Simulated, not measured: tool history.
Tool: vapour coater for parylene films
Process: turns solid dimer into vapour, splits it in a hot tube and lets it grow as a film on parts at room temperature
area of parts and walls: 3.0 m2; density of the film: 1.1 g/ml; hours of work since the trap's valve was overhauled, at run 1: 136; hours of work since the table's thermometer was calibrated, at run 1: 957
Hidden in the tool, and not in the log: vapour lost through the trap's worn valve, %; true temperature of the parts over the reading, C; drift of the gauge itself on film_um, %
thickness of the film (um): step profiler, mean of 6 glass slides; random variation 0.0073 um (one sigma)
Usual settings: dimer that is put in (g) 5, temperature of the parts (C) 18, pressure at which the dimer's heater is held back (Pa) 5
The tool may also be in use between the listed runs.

run,hour,dimer that is put in (g),temperature of the parts (C),pressure at which the dimer's heater is held back (Pa),hours of work since the trap's valve was overhauled,hours of work since the table's thermometer was calibrated,thickness of the film (um)
1,0,5,18,5,136,957,1.096
2,24.2,5,18,5,156,977,1.112
3,49.1,5,18,9.96,176,997,0.971
# hour 56.9: table's thermometer calibrated
4,70.1,5,18,5,192,11,1.049
5,99.5,3,18,5,216,35,0.634
6,132.2,5,18,5,243,61,1.047
7,162.9,5,19,5,268,86,1.021
8,188.9,5,18,10.68,289,108,0.901
9,213.4,5,18,3.83,309,128,1.082
10,242.3,5,18,5,333,151,1.038
11,262.6,5,18,5,349,168,1.022
# hour 268.3: trap's valve overhauled
12,304.6,5,18,5,30,199,0.974
13,342.7,5,18,5,61,230,0.988
14,359.4,3,26,5,74,243,0.487
15,381.7,3,17,2.37,92,262,0.686
# hour 393.8: trap's valve overhauled, once more
16,415.9,8,21,3.81,18,286,1.728
17,439.5,8,21,3.81,37,305,1.721
18,465.2,8,21,3.81,58,326,1.72
19,504,5,15,2.14,90,358,1.343
20,537.6,5,15,5,117,385,1.175
21,556,5,15,5,132,400,1.153
22,585.5,5,18,4.06,156,425,1.107
23,612.9,5,18,7.22,179,447,0.989
24,629.2,4,13,4.92,192,460,0.962
25,649.6,8,18,5,209,477,1.704

5 ways to go on from here, each from the tool as it stands after run 25. What would each give?
A,667.6,3,18,4.52,223,491,?
B,667.6,8,29,5.19,223,491,?
C,667.6,5,16,5,223,491,?
D,667.6,7,15,5,223,491,?
E,667.6,3,19,5.58,223,491,?

run,thickness of the film (um)
A,0.627
B,1.298
C,1.111
D,1.593
E,0.596
Without the tool's hidden state the same runs would have given:
run,thickness of the film (um)
A,0.655
B,1.353
C,1.158
D,1.66
E,0.622
